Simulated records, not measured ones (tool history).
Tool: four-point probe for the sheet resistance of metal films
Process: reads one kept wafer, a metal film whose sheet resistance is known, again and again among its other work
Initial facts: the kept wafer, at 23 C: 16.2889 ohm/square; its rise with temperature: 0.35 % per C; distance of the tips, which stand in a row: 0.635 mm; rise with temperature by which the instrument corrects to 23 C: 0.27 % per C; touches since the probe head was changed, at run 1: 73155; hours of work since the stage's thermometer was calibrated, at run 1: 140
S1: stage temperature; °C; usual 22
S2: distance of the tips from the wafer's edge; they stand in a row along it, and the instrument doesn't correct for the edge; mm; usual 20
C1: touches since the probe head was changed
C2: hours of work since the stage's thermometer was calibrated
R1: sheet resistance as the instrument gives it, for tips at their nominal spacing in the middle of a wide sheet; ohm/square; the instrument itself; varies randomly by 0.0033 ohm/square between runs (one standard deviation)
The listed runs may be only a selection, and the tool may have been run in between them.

{"run": 1, "hour": 0.0, "S1": 22, "S2": 20, "C1": 73155, "C2": 140, "R1": 16.144006}
{"run": 2, "hour": 68.9, "S1": 22, "S2": 20, "C1": 76526, "C2": 179, "R1": 16.132845}
{"run": 3, "hour": 171.5, "S1": 24, "S2": 20, "C1": 81545, "C2": 237, "R1": 16.154555}
{"run": 4, "hour": 279.9, "S1": 22, "S2": 65, "C1": 86853, "C2": 298, "R1": 16.105459}
{"run": 5, "hour": 394.7, "S1": 22, "S2": 20, "C1": 92468, "C2": 362, "R1": 16.114164}
{"run": 6, "hour": 458.3, "S1": 34, "S2": 20, "C1": 95582, "C2": 398, "R1": 16.249908}
{"run": 7, "hour": 589.3, "S1": 22, "S2": 20, "C1": 101995, "C2": 472, "R1": 16.098241}
{"run": 8, "hour": 678.7, "S1": 22, "S2": 20, "C1": 106370, "C2": 523, "R1": 16.088844}
{"run": 9, "hour": 796.6, "S1": 34, "S2": 20, "C1": 112139, "C2": 589, "R1": 16.216794}
{"run": 10, "hour": 918.2, "S1": 34, "S2": 20, "C1": 118089, "C2": 658, "R1": 16.216482}
{"run": 11, "hour": 1034.3, "S1": 25, "S2": 54, "C1": 123769, "C2": 723, "R1": 16.090401}
{"run": 12, "hour": 1088.7, "S1": 19, "S2": 7, "C1": 126432, "C2": 754, "R1": 16.090429}
{"run": 13, "hour": 1152.9, "S1": 29, "S2": 37, "C1": 129576, "C2": 790, "R1": 16.131394}
{"run": 14, "hour": 1278.4, "S1": 19, "S2": 20, "C1": 135716, "C2": 861, "R1": 16.000881}
{"run": 15, "hour": 1370.1, "S1": 19, "S2": 20, "C1": 140204, "C2": 912, "R1": 16.005328}
{"run": 16, "hour": 1453.4, "S1": 31, "S2": 20, "C1": 144282, "C2": 959, "R1": 16.138999}
{"run": 17, "hour": 1555.7, "S1": 30, "S2": 7, "C1": 149285, "C2": 1017, "R1": 16.178228}
{"run": 18, "hour": 1643.8, "S1": 22, "S2": 3, "C1": 153598, "C2": 1067, "R1": 16.385126}
{"run": 19, "hour": 1708.9, "S1": 22, "S2": 3, "C1": 156785, "C2": 1103, "R1": 16.378547}
{"hour": 1719.9, "done": "new probe head fitted"}
{"run": 20, "hour": 1768.2, "S1": 22, "S2": 3, "C1": 2365, "C2": 1136, "R1": 16.63463}

For each run, the measured value with the value that run would have given without the tool's hidden condition subtracted. The run-to-run variation is shared by both, the gauge scatter possibly not:
What the log doesn't record here: inner tips' distance over the nominal, %; tips' flats over new ones', %; wafer's true temperature over the reading, C; drift of the gauge itself on sheet_ohm, %.
run=1 R1=-0.14307
run=2 R1=-0.149032
run=3 R1=-0.157148
run=4 R1=-0.164647
run=5 R1=-0.173243
run=6 R1=-0.179583
run=7 R1=-0.188463
run=8 R1=-0.194738
run=9 R1=-0.205807
run=10 R1=-0.215019
run=11 R1=-0.222435
run=12 R1=-0.226577
run=13 R1=-0.231591
run=14 R1=-0.239726
run=15 R1=-0.246942
run=16 R1=-0.25515
run=17 R1=-0.263697
run=18 R1=-0.273821
run=19 R1=-0.278391
run=20 R1=-0.026316
